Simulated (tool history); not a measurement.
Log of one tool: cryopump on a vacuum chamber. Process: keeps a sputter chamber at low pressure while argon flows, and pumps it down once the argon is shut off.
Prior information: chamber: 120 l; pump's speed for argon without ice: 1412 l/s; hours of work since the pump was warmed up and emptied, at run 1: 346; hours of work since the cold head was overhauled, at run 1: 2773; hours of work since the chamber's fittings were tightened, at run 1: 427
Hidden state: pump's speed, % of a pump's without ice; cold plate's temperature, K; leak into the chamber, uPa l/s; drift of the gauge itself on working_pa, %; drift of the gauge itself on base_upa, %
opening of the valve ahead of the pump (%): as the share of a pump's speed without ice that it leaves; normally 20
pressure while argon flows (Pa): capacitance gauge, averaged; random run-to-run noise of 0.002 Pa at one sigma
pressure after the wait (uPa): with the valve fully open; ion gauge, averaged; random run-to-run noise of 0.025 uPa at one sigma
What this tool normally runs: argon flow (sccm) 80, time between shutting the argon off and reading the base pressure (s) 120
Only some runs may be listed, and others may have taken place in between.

| run | hour | argon flow (sccm) | time between shutting the argon off and reading the base pressure (s) | opening of the valve ahead of the pump (%) | hours of work since the pump was warmed up and emptied | hours of work since the cold head was overhauled | hours of work since the chamber's fittings were tightened | pressure while argon flows (Pa) | pressure after the wait (uPa) |
|---|---|---|---|---|---|---|---|---|---|
| 1 | 0.0 | 80 | 120 | 20 | 346 | 2773 | 427 | 0.5230 | 1.50 |
|  | 35.0 | pump warmed up, emptied and cooled again |
| 2 | 62.3 | 80 | 120 | 20 | 20 | 2815 | 469 | 0.4827 | 1.29 |
| 3 | 160.5 | 80 | 120 | 20 | 93 | 2888 | 542 | 0.4866 | 1.41 |
| 4 | 240.9 | 80 | 120 | 20 | 152 | 2947 | 602 | 0.4971 | 1.52 |
| 5 | 287.2 | 80 | 120 | 20 | 187 | 2981 | 636 | 0.5009 | 1.61 |
| 6 | 338.7 | 53 | 120 | 20 | 225 | 3019 | 674 | 0.3371 | 1.67 |
| 7 | 409.5 | 118 | 120 | 20 | 277 | 3072 | 726 | 0.7652 | 1.74 |
| 8 | 511.3 | 97 | 120 | 20 | 352 | 3147 | 802 | 0.6470 | 1.99 |
|  | 539.4 | pump warmed up, emptied and cooled again |
| 9 | 594.3 | 97 | 120 | 20 | 41 | 3205 | 859 | 0.5878 | 1.63 |
| 10 | 659.7 | 97 | 120 | 20 | 89 | 3253 | 908 | 0.5924 | 1.70 |
| 11 | 753.6 | 97 | 120 | 20 | 158 | 3322 | 977 | 0.6047 | 1.81 |
| 12 | 826.3 | 80 | 40 | 20 | 212 | 3376 | 1031 | 0.5091 | 3.40 |
| 13 | 889.8 | 80 | 40 | 20 | 259 | 3423 | 1078 | 0.5169 | 3.52 |
| 14 | 957.1 | 80 | 40 | 20 | 309 | 3473 | 1128 | 0.5215 | 3.61 |
|  | 1040.8 | pump warmed up, emptied and cooled again |
| 15 | 1057.0 | 80 | 40 | 20 | 12 | 3543 | 1198 | 0.4836 | 3.40 |
| 16 | 1138.8 | 80 | 40 | 20 | 72 | 3604 | 1258 | 0.4876 | 3.50 |
| 17 | 1186.6 | 80 | 40 | 20 | 108 | 3639 | 1294 | 0.4901 | 3.53 |
| 18 | 1273.2 | 80 | 35 | 20 | 172 | 3703 | 1358 | 0.4990 | 3.90 |
| 19 | 1367.2 | 49 | 48 | 48 | 241 | 3773 | 1427 | 0.1406 | 3.54 |
| 20 | 1435.9 | 97 | 49 | 29 | 292 | 3823 | 1478 | 0.4460 | 3.64 |
| 21 | 1522.1 | 97 | 49 | 29 | 356 | 3887 | 1542 | 0.4608 | 3.89 |
|  | 1539.9 | pump warmed up, emptied and cooled again |
| 22 | 1600.1 | 97 | 49 | 29 | 44 | 3941 | 1596 | 0.4085 | 3.19 |
| 23 | 1667.8 | 80 | 62 | 20 | 95 | 3991 | 1646 | 0.4934 | 2.99 |
| 24 | 1769.3 | 80 | 62 | 20 | 170 | 4066 | 1721 | 0.4998 | 3.13 |
| 25 | 1839.8 | 80 | 62 | 20 | 222 | 4118 | 1773 | 0.5100 | 3.29 |
| 26 | 1932.6 | 45 | 120 | 20 | 290 | 4187 | 1842 | 0.2921 | 2.87 |
| 27 | 2003.2 | 45 | 120 | 20 | 343 | 4239 | 1894 | 0.2977 | 3.05 |
|  | 2040.5 | pump warmed up, emptied and cooled again |
| 28 | 2081.7 | 48 | 120 | 45 | 31 | 4294 | 1948 | 0.1313 | 2.43 |
| 29 | 2159.4 | 37 | 49 | 23 | 88 | 4351 | 2006 | 0.2000 | 3.70 |
| 30 | 2226.3 | 83 | 120 | 29 | 137 | 4401 | 2055 | 0.3588 | 2.76 |
| 31 | 2289.8 | 49 | 32 | 40 | 184 | 4448 | 2102 | 0.1615 | 4.87 |
| 32 | 2337.7 | 135 | 120 | 50 | 220 | 4483 | 2138 | 0.3709 | 2.91 |
| 33 | 2435.1 | 135 | 120 | 50 | 292 | 4555 | 2210 | 0.3897 | 3.25 |

Consider 4 possible next runs. They are alternatives, not a sequence: every one starts from the tool as it was left by run 33. What does each give?
| A | 2490.3 | 113 | 34 | 29 | 333 | 4596 | 2250 | ? | ? |
| B | 2490.3 | 46 | 213 | 20 | 333 | 4596 | 2250 | ? | ? |
| C | 2490.3 | 78 | 120 | 20 | 333 | 4596 | 2250 | ? | ? |
| D | 2490.3 | 60 | 177 | 50 | 333 | 4596 | 2250 | ? | ? |

| run | pressure while argon flows (Pa) | pressure after the wait (uPa) |
|---|---|---|
| A | 0.5301 | 5.28 |
| B | 0.3052 | 3.06 |
| C | 0.5123 | 3.44 |
| D | 0.1796 | 3.21 |
Take away the tool's hidden state, keep each run's random variation, and the runs would have read:
| run | pressure while argon flows (Pa) | pressure after the wait (uPa) |
|---|---|---|
| A | 0.4630 | 2.80 |
| B | 0.2775 | 0.60 |
| C | 0.4657 | 0.92 |
| D | 0.1439 | 0.70 |

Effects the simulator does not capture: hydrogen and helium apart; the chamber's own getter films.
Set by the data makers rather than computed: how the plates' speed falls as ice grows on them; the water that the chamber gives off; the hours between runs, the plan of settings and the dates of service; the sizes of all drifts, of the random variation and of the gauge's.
